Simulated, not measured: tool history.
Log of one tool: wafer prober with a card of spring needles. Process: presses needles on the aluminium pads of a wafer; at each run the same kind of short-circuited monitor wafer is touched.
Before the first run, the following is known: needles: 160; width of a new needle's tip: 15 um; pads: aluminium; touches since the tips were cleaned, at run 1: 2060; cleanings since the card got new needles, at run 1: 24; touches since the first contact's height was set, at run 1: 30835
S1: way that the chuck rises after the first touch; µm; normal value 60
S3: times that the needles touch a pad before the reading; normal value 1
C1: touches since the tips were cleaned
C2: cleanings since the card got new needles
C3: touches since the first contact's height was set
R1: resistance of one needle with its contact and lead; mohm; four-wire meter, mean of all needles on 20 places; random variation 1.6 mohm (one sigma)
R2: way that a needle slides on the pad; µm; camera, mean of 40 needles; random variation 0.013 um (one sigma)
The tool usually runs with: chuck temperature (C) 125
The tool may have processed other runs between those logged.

run 1 day=0 | S1=60 chuck_temperature_(C)=125 S3=1 | C1=2060 C2=24 C3=30835 | R1=150 R2=7.76
-- day=0.392 tips cleaned on abrasive film
run 2 day=0.704 | S1=60 chuck_temperature_(C)=125 S3=2 | C1=2813 C2=25 C3=37136 | R1=148 R2=7.77
-- day=1.079 tips cleaned on abrasive film
run 3 day=1.183 | S1=60 chuck_temperature_(C)=125 S3=2 | C1=959 C2=26 C3=41416 | R1=148 R2=7.75
-- day=1.733 tips cleaned on abrasive film
run 4 day=2.1 | S1=60 chuck_temperature_(C)=125 S3=2 | C1=3304 C2=27 C3=49632 | R1=150 R2=7.75
-- day=2.362 tips cleaned on abrasive film
run 5 day=2.733 | S1=60 chuck_temperature_(C)=125 S3=1 | C1=3354 C2=28 C3=55287 | R1=150 R2=7.77
-- day=2.979 tips cleaned on abrasive film
run 6 day=3.462 | S1=60 chuck_temperature_(C)=29 S3=1 | C1=4353 C2=29 C3=61813 | R1=135 R2=7.77
-- day=3.625 tips cleaned on abrasive film
run 7 day=3.996 | S1=60 chuck_temperature_(C)=125 S3=1 | C1=3313 C2=30 C3=66561 | R1=149 R2=7.76
-- day=4.254 tips cleaned on abrasive film
run 8 day=4.717 | S1=60 chuck_temperature_(C)=125 S3=1 | C1=4171 C2=31 C3=73034 | R1=150 R2=7.76
-- day=4.879 tips cleaned on abrasive film
-- day=5.517 tips cleaned on abrasive film
run 9 day=5.588 | S1=60 chuck_temperature_(C)=125 S3=1 | C1=608 C2=33 C3=80772 | R1=150 R2=7.76
-- day=6.179 tips cleaned on abrasive film
run 10 day=6.312 | S1=53 chuck_temperature_(C)=75 S3=2 | C1=1192 C2=34 C3=87279 | R1=142 R2=6.85
run 11 day=6.754 | S1=53 chuck_temperature_(C)=75 S3=2 | C1=5178 C2=34 C3=91265 | R1=141 R2=6.87
-- day=6.825 tips cleaned on abrasive film
-- day=7.454 tips cleaned on abrasive film
run 12 day=7.592 | S1=63 chuck_temperature_(C)=75 S3=1 | C1=1239 C2=36 C3=98725 | R1=140 R2=8.19
-- day=8.1 tips cleaned on abrasive film
run 13 day=8.292 | S1=57 chuck_temperature_(C)=63 S3=1 | C1=1691 C2=37 C3=104955 | R1=140 R2=7.38
run 14 day=8.7 | S1=57 chuck_temperature_(C)=63 S3=1 | C1=5380 C2=37 C3=108644 | R1=140 R2=7.39
-- day=8.742 tips cleaned on abrasive film
-- day=9.262 height of the first contact set anew
-- day=9.392 tips cleaned on abrasive film
run 15 day=9.392 | S1=60 chuck_temperature_(C)=63 S3=1 | C1=0 C2=39 C3=1121 | R1=139 R2=7.74
-- day=10.062 tips cleaned on abrasive film
run 16 day=10.154 | S1=55 chuck_temperature_(C)=37 S3=3 | C1=794 C2=40 C3=7925 | R1=132 R2=7.1

Hidden condition of the tool, last listed run before each entry between runs versus first listed run after:
From run 1 to run 2: tips cleaned on abrasive film (day 0.392)
  no hidden state differs between the two runs
From run 2 to run 3: tips cleaned on abrasive film (day 1.079)
  debris on the tips, nm: 0.3 -> 0.2
From run 3 to run 4: tips cleaned on abrasive film (day 1.733)
  debris on the tips, nm: 0.2 -> 0.3
From run 4 to run 5: tips cleaned on abrasive film (day 2.362)
  no hidden state differs between the two runs
From run 5 to run 6: tips cleaned on abrasive film (day 2.979)
  debris on the tips, nm: 0.3 -> 0.4
From run 6 to run 7: tips cleaned on abrasive film (day 3.625)
  debris on the tips, nm: 0.4 -> 0.3
From run 7 to run 8: tips cleaned on abrasive film (day 4.254)
  debris on the tips, nm: 0.3 -> 0.4
From run 8 to run 9: tips cleaned on abrasive film (day 4.879); tips cleaned on abrasive film (day 5.517)
  debris on the tips, nm: 0.4 -> 0.1
From run 9 to run 10: tips cleaned on abrasive film (day 6.179)
  debris on the tips, nm: 0.1 -> 0.2
From run 11 to run 12: tips cleaned on abrasive film (day 6.825); tips cleaned on abrasive film (day 7.454)
  debris on the tips, nm: 0.4 -> 0.2
From run 12 to run 13: tips cleaned on abrasive film (day 8.1)
  no hidden state differs between the two runs
From run 14 to run 15: tips cleaned on abrasive film (day 8.742); height of the first contact set anew (day 9.262); tips cleaned on abrasive film (day 9.392)
  debris on the tips, nm: 0.4 -> 0
From run 15 to run 16: tips cleaned on abrasive film (day 10.062)
  debris on the tips, nm: 0 -> 0.1
